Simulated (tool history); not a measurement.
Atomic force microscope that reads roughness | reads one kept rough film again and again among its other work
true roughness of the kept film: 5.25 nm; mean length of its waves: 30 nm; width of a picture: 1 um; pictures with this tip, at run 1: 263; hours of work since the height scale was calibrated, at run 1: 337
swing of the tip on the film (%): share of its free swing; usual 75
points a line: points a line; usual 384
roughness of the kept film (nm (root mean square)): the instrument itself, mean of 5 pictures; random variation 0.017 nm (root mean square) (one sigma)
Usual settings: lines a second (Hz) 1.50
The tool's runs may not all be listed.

run	day	lines a second (Hz)	swing of the tip on the film (%)	points a line	pictures with this tip	hours of work since the height scale was calibrated	roughness of the kept film (nm (root mean square))
1	0.000	1.50	75	384	263	337	3.173
2	0.567	2.88	75	384	283	344	2.933
3	1.096	1.50	75	915	302	351	3.079
# day 1.204: new tip fitted
4	1.408	1.50	75	915	7	354	4.216
5	1.983	1.50	61	384	28	361	4.227
6	2.288	1.50	75	384	39	365	4.009
7	2.583	1.50	75	384	50	369	3.978
8	2.896	1.50	75	384	61	373	3.918
9	3.342	1.44	75	384	77	379	3.870
10	3.854	1.44	75	384	96	385	3.780
11	4.154	1.50	71	384	107	389	3.762
12	4.525	1.50	71	384	120	393	3.728
13	4.892	1.50	71	384	134	398	3.649
14	5.258	1.50	75	324	147	403	3.544
15	5.633	1.50	75	324	161	407	3.508
16	6.108	1.31	75	324	178	413	3.470
17	6.521	1.31	75	324	193	418	3.433
18	6.825	1.31	75	324	204	422	3.400
19	7.446	1.50	75	256	227	430	3.264
20	7.879	1.50	62	384	243	435	3.360
21	8.342	1.50	62	384	259	441	3.314
22	8.771	1.50	62	384	275	447	3.258
23	9.433	2.82	75	384	299	455	2.910
# day 9.608: new tip fitted
24	9.942	2.82	75	384	12	461	3.898
25	10.504	2.82	75	384	32	468	3.775
26	11.071	1.50	75	384	53	475	3.919
27	11.392	1.50	75	384	65	479	3.862
28	11.771	1.50	75	384	78	484	3.795
29	12.358	1.30	61	687	100	491	3.881
30	12.771	1.30	61	687	115	496	3.837
31	13.058	1.30	83	348	125	500	3.524
32	13.358	1.30	83	348	136	504	3.517
33	13.842	2.05	59	460	154	510	3.634
34	14.183	1.50	82	902	166	514	3.425
35	14.671	2.59	75	782	184	520	3.298
36	15.008	1.64	88	624	196	524	3.191
37	15.517	1.94	65	384	215	531	3.396
38	16.146	0.83	56	821	238	539	3.454
39	16.742	2.32	62	384	259	546	3.255
40	17.350	3.14	75	384	282	554	2.932
# day 18.017: new tip fitted
41	18.017	1.50	68	384	0	562	4.321
42	18.654	1.07	69	295	23	570	4.228
43	19.238	1.50	64	384	44	577	4.132
44	19.562	1.06	75	519	56	581	4.026
45	20.158	1.06	75	519	78	589	3.962
46	20.600	1.06	69	519	94	594	3.914
47	21.250	3.90	60	743	118	602	3.716
48	21.829	3.70	75	441	139	609	3.316
49	22.196	0.91	72	384	152	614	3.677
50	22.558	3.35	72	506	165	619	3.330
51	23.079	3.35	72	506	184	625	3.291
52	23.600	3.35	60	506	203	632	3.436
53	23.900	1.18	60	617	214	635	3.529

4 ways to go on from here, each from the tool as it stands after run 53. What would each give?
A	24.375	1.18	60	332	231	641	?
B	24.375	0.78	75	715	231	641	?
C	24.375	0.62	65	890	231	641	?
D	24.375	1.18	69	617	231	641	?

run	roughness of the kept film (nm (root mean square))
A	3.433
B	3.422
C	3.498
D	3.435
Without the tool's hidden state the same runs would have given:
run	roughness of the kept film (nm (root mean square))
A	4.369
B	4.352
C	4.450
D	4.373
